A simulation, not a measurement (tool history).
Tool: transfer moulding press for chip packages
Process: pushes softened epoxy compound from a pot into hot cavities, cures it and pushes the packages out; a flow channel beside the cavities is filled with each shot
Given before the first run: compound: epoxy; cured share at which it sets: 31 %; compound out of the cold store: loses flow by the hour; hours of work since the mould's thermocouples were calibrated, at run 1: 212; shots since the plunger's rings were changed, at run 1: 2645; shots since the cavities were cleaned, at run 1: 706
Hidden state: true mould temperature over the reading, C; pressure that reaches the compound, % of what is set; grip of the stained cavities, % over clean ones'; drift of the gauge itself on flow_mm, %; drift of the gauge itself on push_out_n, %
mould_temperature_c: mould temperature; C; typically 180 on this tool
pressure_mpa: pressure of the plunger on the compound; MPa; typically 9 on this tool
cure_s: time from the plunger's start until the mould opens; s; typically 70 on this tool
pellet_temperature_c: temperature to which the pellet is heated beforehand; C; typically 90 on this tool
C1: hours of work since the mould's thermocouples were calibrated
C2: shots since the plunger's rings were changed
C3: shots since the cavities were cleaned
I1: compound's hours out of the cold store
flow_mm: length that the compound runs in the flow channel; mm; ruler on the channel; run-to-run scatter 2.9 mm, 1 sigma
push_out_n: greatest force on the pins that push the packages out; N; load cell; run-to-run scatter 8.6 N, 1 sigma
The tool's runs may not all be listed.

{"run": 1, "day": 0.0, "mould_temperature_c": 180, "pressure_mpa": 9, "cure_s": 70, "pellet_temperature_c": 90, "C1": 212, "C2": 2645, "C3": 706, "I1": 18.1, "flow_mm": 941, "push_out_n": 658}
{"day": 0.85, "done": "cavities cleaned with cleaning compound and waxed"}
{"run": 2, "day": 1.788, "mould_temperature_c": 180, "pressure_mpa": 9, "cure_s": 70, "pellet_temperature_c": 90, "C1": 233, "C2": 3109, "C3": 252, "I1": 27.6, "flow_mm": 912, "push_out_n": 513}
{"day": 2.383, "done": "plunger's sealing rings changed"}
{"run": 3, "day": 3.354, "mould_temperature_c": 180, "pressure_mpa": 7.52, "cure_s": 70, "pellet_temperature_c": 90, "C1": 252, "C2": 261, "C3": 646, "I1": 46.5, "flow_mm": 820, "push_out_n": 591}
{"day": 4.342, "done": "cavities cleaned with cleaning compound and waxed"}
{"run": 4, "day": 4.842, "mould_temperature_c": 172, "pressure_mpa": 9, "cure_s": 70, "pellet_temperature_c": 90, "C1": 269, "C2": 645, "C3": 135, "I1": 26.3, "flow_mm": 976, "push_out_n": 832}
{"run": 5, "day": 7.021, "mould_temperature_c": 172, "pressure_mpa": 9, "cure_s": 70, "pellet_temperature_c": 90, "C1": 296, "C2": 1233, "C3": 723, "I1": 28.9, "flow_mm": 963, "push_out_n": 1090}
{"day": 7.721, "done": "cavities cleaned with cleaning compound and waxed"}
{"run": 6, "day": 8.796, "mould_temperature_c": 172, "pressure_mpa": 9, "cure_s": 70, "pellet_temperature_c": 90, "C1": 318, "C2": 1693, "C3": 289, "I1": 16.9, "flow_mm": 990, "push_out_n": 896}
{"run": 7, "day": 10.9, "mould_temperature_c": 180, "pressure_mpa": 9, "cure_s": 70, "pellet_temperature_c": 90, "C1": 344, "C2": 2261, "C3": 857, "I1": 10.9, "flow_mm": 981, "push_out_n": 690}
{"day": 11.112, "done": "cavities cleaned with cleaning compound and waxed"}
{"run": 8, "day": 12.558, "mould_temperature_c": 180, "pressure_mpa": 9, "cure_s": 90, "pellet_temperature_c": 90, "C1": 364, "C2": 2691, "C3": 390, "I1": 34.9, "flow_mm": 900, "push_out_n": 369}
{"run": 9, "day": 13.567, "mould_temperature_c": 180, "pressure_mpa": 9, "cure_s": 90, "pellet_temperature_c": 90, "C1": 376, "C2": 2962, "C3": 661, "I1": 28.9, "flow_mm": 915, "push_out_n": 407}
{"day": 14.471, "done": "cavities cleaned with cleaning compound and waxed"}
{"day": 14.754, "done": "plunger's sealing rings changed"}
{"run": 10, "day": 15.242, "mould_temperature_c": 180, "pressure_mpa": 10.27, "cure_s": 82, "pellet_temperature_c": 90, "C1": 395, "C2": 132, "C3": 180, "I1": 16.5, "flow_mm": 1062, "push_out_n": 378}
{"run": 11, "day": 16.979, "mould_temperature_c": 185, "pressure_mpa": 8.5, "cure_s": 100, "pellet_temperature_c": 100, "C1": 416, "C2": 599, "C3": 647, "I1": 10.5, "flow_mm": 965, "push_out_n": 368}
{"day": 17.888, "done": "cavities cleaned with cleaning compound and waxed"}
{"run": 12, "day": 19.346, "mould_temperature_c": 185, "pressure_mpa": 8.5, "cure_s": 100, "pellet_temperature_c": 85, "C1": 445, "C2": 1220, "C3": 392, "I1": 20.5, "flow_mm": 930, "push_out_n": 332}
{"run": 13, "day": 20.579, "mould_temperature_c": 183, "pressure_mpa": 10.4, "cure_s": 70, "pellet_temperature_c": 90, "C1": 460, "C2": 1552, "C3": 724, "I1": 32.6, "flow_mm": 984, "push_out_n": 548}
{"day": 21.308, "done": "cavities cleaned with cleaning compound and waxed"}
{"run": 14, "day": 21.992, "mould_temperature_c": 183, "pressure_mpa": 10.4, "cure_s": 70, "pellet_temperature_c": 90, "C1": 477, "C2": 1916, "C3": 184, "I1": 32.1, "flow_mm": 980, "push_out_n": 414}
{"run": 15, "day": 23.454, "mould_temperature_c": 173, "pressure_mpa": 10.4, "cure_s": 104, "pellet_temperature_c": 90, "C1": 495, "C2": 2311, "C3": 579, "I1": 34.3, "flow_mm": 986, "push_out_n": 448}

What does the tool deliver on the next run?
{"day": 24.683, "done": "cavities cleaned with cleaning compound and waxed"}
{"run": 16, "day": 24.788, "mould_temperature_c": 173, "pressure_mpa": 10.4, "cure_s": 104, "pellet_temperature_c": 90, "C1": 511, "C2": 2653, "C3": 29, "I1": 27.2, "flow_mm": "?", "push_out_n": "?"}

flow_mm: 1009 mm
push_out_n: 311 N
With no hidden state in the tool, this same run would have given flow_mm 1047 mm, push_out_n 275 N.
